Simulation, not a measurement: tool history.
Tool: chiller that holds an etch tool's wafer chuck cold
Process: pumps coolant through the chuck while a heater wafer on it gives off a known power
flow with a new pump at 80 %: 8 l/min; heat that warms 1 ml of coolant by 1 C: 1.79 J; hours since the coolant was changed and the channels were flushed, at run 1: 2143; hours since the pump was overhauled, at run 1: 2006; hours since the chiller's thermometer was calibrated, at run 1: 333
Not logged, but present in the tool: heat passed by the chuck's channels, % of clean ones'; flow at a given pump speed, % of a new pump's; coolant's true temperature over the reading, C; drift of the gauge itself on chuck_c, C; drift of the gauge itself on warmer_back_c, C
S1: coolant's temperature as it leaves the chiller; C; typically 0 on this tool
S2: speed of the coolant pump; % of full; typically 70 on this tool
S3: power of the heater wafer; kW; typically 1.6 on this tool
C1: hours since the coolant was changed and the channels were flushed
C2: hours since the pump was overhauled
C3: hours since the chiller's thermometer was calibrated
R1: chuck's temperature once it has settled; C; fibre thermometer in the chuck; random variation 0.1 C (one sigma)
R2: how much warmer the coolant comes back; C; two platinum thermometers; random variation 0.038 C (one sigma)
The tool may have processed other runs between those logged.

run,hour,S1,S2,S3,C1,C2,C3,R1,R2
1,0,0,70,1.6,2143,2006,333,15.9,8.01
2,41.9,0,70,1.6,2185,2048,375,15.8,8.02
3,85.5,0,70,1.6,2228,2091,418,15.8,8.01
4,110.9,0,70,1.6,2254,2117,444,16,8.02
5,151.2,0,70,1.6,2294,2157,484,15.8,8
6,200.8,0,70,1.6,2343,2206,534,15.7,8.09
7,248.5,0,70,1.6,2391,2254,581,15.9,8.04
8,280.4,0,96,1.6,2423,2286,613,12.7,5.7
9,306.2,10,70,1.6,2449,2312,639,26,8
10,351.8,0,63,1.6,2495,2358,685,17.3,9.05
11,389.6,8,62,1.421,2532,2395,722,23.6,8.13
12,424.2,8,62,1.421,2567,2430,757,23.6,8.17
13,465.7,9,92,1.6,2608,2471,799,22.2,6.04
14,515.2,0,70,1.412,2658,2521,848,14.2,7.13
15,551.3,0,70,1.412,2694,2557,884,14.2,7.14
16,600.8,0,70,1.412,2744,2607,934,14.2,7.16
17,626,0,70,1.412,2769,2632,959,14.4,7.14

The next listed run, before its measurement:
18,650,0,70,1.412,2793,2656,983,?,?

R1: 14.5 C
R2: 7.21 C
Take away the tool's hidden state, keep the run-to-run variation as it was, and the same run would have given R1 12.5 C, R2 6.83 C.
